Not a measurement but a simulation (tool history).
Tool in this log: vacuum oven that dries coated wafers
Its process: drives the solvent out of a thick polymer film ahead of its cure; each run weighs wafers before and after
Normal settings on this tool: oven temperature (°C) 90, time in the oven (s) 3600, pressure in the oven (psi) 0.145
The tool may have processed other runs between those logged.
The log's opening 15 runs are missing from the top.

run	hour	oven temperature (°C)	time in the oven (s)	pressure in the oven (psi)	solvent left in the film (%)
16	573.5	90	3600	0.126	1.27
17	601.7	90	2160	0.126	3.10
18	657.0	95	2160	0.126	1.89
19	688.6	95	2160	0.126	1.87
20	723.5	90	3600	0.145	1.33
21	782.5	90	3600	0.145	1.31
22	820.9	90	3600	0.136	1.29
23	852.9	87	3600	0.145	1.86
24	897.6	90	6360	0.145	0.43

The next listed run, before its measurement:
25	952.6	99	3600	0.133	?

solvent left in the film (%): 0.35
Take away the tool's hidden state, keep the run-to-run variation as it was, and the same run would have given solvent left in the film (%) 0.35.

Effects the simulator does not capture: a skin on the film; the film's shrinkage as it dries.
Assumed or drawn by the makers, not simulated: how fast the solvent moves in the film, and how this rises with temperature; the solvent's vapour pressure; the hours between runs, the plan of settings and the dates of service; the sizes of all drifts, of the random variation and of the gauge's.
